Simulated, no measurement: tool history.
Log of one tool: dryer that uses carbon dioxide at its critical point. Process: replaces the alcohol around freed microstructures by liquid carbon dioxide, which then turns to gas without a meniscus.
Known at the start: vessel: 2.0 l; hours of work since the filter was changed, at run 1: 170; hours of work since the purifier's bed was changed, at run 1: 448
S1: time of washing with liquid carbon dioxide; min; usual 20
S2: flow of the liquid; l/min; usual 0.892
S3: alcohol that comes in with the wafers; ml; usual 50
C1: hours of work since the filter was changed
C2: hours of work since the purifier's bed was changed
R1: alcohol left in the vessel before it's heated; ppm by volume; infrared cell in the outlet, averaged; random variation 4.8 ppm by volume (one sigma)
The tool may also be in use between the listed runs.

{"run": 1, "hour": 0.0, "S1": 20, "S2": 0.892, "S3": 50, "C1": 170, "C2": 448, "R1": 61}
{"run": 2, "hour": 22.7, "S1": 20, "S2": 0.892, "S3": 50, "C1": 186, "C2": 464, "R1": 62}
{"run": 3, "hour": 42.9, "S1": 20, "S2": 0.892, "S3": 94, "C1": 200, "C2": 478, "R1": 85}
{"run": 4, "hour": 66.8, "S1": 20, "S2": 0.892, "S3": 94, "C1": 217, "C2": 495, "R1": 87}
{"run": 5, "hour": 85.7, "S1": 20, "S2": 1.262, "S3": 50, "C1": 231, "C2": 509, "R1": 81}
{"run": 6, "hour": 107.8, "S1": 20, "S2": 0.621, "S3": 50, "C1": 247, "C2": 525, "R1": 227}
{"run": 7, "hour": 130.8, "S1": 20, "S2": 0.621, "S3": 50, "C1": 263, "C2": 541, "R1": 220}
{"hour": 140.1, "done": "purifier's bed changed"}
{"run": 8, "hour": 154.4, "S1": 20, "S2": 0.621, "S3": 50, "C1": 278, "C2": 10, "R1": 177}
{"run": 9, "hour": 167.7, "S1": 20, "S2": 0.621, "S3": 50, "C1": 287, "C2": 20, "R1": 170}
{"run": 10, "hour": 178.2, "S1": 20, "S2": 0.892, "S3": 50, "C1": 295, "C2": 27, "R1": 26}
{"run": 11, "hour": 191.4, "S1": 20, "S2": 0.892, "S3": 50, "C1": 304, "C2": 37, "R1": 22}
{"run": 12, "hour": 207.8, "S1": 20, "S2": 0.892, "S3": 50, "C1": 316, "C2": 48, "R1": 31}
{"run": 13, "hour": 221.8, "S1": 20, "S2": 0.892, "S3": 50, "C1": 326, "C2": 58, "R1": 28}
{"run": 14, "hour": 236.3, "S1": 14, "S2": 0.617, "S3": 61, "C1": 336, "C2": 69, "R1": 989}
{"run": 15, "hour": 256.9, "S1": 20, "S2": 0.688, "S3": 50, "C1": 351, "C2": 83, "R1": 109}
{"run": 16, "hour": 272.9, "S1": 20, "S2": 0.688, "S3": 50, "C1": 362, "C2": 95, "R1": 115}
{"run": 17, "hour": 286.2, "S1": 20, "S2": 0.688, "S3": 50, "C1": 372, "C2": 104, "R1": 120}
{"run": 18, "hour": 306.7, "S1": 20, "S2": 0.688, "S3": 50, "C1": 386, "C2": 119, "R1": 128}
{"run": 19, "hour": 319.5, "S1": 20, "S2": 0.688, "S3": 50, "C1": 396, "C2": 128, "R1": 125}
{"run": 20, "hour": 334.8, "S1": 20, "S2": 0.688, "S3": 50, "C1": 407, "C2": 139, "R1": 126}
{"hour": 347.5, "done": "inlet filter changed"}
{"run": 21, "hour": 351.7, "S1": 20, "S2": 0.688, "S3": 50, "C1": 3, "C2": 150, "R1": 88}

Hidden state or all else? Some run-to-run changes of R1, split into what the settings, what came in and random variation would give without the hidden state, and what is left for the hidden state (with any gauge scatter that isn't in both results):
The hidden state here: flow that reaches the vessel past the clogged filter, %; alcohol in the recycled carbon dioxide, ppm; drift of the gauge itself on alcohol_ppm, %.
Run 13 -> 14: S1 20 -> 14, S2 0.892 -> 0.617, S3 50 -> 61. R1 +961 ppm by volume: hidden state +218, all else +743.
Run 14 -> 15: S1 14 -> 20, S2 0.617 -> 0.688, S3 61 -> 50. R1 -880 ppm by volume: hidden state -186, all else -694.
